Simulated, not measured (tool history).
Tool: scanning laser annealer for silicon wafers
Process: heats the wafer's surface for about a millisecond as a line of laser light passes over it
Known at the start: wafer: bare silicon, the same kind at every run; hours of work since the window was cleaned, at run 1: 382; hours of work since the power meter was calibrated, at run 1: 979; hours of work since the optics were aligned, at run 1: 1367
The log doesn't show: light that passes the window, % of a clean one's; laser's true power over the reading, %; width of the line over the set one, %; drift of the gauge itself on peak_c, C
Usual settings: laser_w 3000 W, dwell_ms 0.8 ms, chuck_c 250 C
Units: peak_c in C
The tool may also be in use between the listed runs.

run,day,laser_w,dwell_ms,chuck_c,hours of work since the window was cleaned,hours of work since the power meter was calibrated,hours of work since the optics were aligned,peak_c
1,0,3000,0.8,250,382,979,1367,933
2,2.171,3000,0.8,250,408,1005,1393,924
3,3.708,3000,0.8,263,426,1023,1411,937
4,6.775,3000,0.8,280,462,1059,1447,949
# day 7.375: window over the wafer cleaned
# day 7.788: optics aligned, line set to its width
5,8.767,3000,0.8,280,14,1079,12,1015
6,10.812,3000,0.8,250,38,1104,36,978
7,14.267,3000,0.8,250,79,1145,77,984
8,17.7,3000,0.8,267,120,1185,117,989
9,19.679,2876,0.8,250,143,1209,141,930
10,21.388,3000,0.867,250,164,1229,161,995
11,23.467,3000,0.8,250,188,1254,186,965
12,25.642,3000,0.8,250,214,1279,211,962
13,28.667,3000,0.8,250,250,1315,247,962
14,31.754,3000,0.8,250,286,1352,284,957
15,34.179,3000,0.619,250,315,1380,313,882
16,36.267,3000,0.619,250,340,1405,337,877
17,38.304,3000,0.8,236,364,1429,361,933
18,39.888,3000,0.8,250,383,1448,380,946
19,42.083,3000,0.8,250,409,1474,406,945
20,44.779,3000,0.8,250,441,1506,438,938
# day 47.208: window over the wafer cleaned
21,47.412,3097,0.8,250,2,1536,468,1007
22,50.125,2717,0.757,227,35,1568,500,848
23,52.312,3000,0.8,250,60,1594,526,969
24,54.192,2599,0.746,285,83,1617,549,863
25,56.196,2830,0.86,213,106,1640,572,900
26,59.396,2949,0.794,226,144,1678,610,919
27,61.225,2771,0.8,263,166,1700,632,902
28,64.129,2747,0.943,246,200,1734,666,924
29,66.238,2754,0.888,256,225,1759,691,910
30,69.65,3083,0.716,237,266,1800,732,924
31,72.017,2574,0.82,213,294,1828,760,791
32,73.842,2729,0.629,254,315,1849,781,808
33,76.05,2770,0.595,251,342,1875,808,799
34,77.538,2770,0.595,251,359,1893,825,794
35,78.942,2605,0.8,212,376,1910,842,786
36,80.596,2605,0.8,212,395,1929,861,786
37,83.462,2605,0.8,212,429,1963,895,782
38,85.604,3000,0.834,246,455,1989,921,934
# day 86.9: window over the wafer cleaned
39,87.983,3000,0.767,263,13,2016,948,964
40,90.858,3097,0.62,263,47,2050,982,925
41,93.721,3097,0.62,263,81,2084,1016,920
42,95.996,3000,0.783,250,108,2111,1043,946

3 ways to go on from here, each from the tool as it stands after run 42. What would each give?
A,97.612,3158,0.99,246,127,2130,1062,?
B,97.612,3142,0.8,257,127,2130,1062,?
C,97.612,2607,0.783,250,127,2130,1062,?

run,peak_c
A,1069
B,999
C,832
Without the tool's hidden state the same runs would have given:
run,peak_c
A,1117
B,1043
C,866

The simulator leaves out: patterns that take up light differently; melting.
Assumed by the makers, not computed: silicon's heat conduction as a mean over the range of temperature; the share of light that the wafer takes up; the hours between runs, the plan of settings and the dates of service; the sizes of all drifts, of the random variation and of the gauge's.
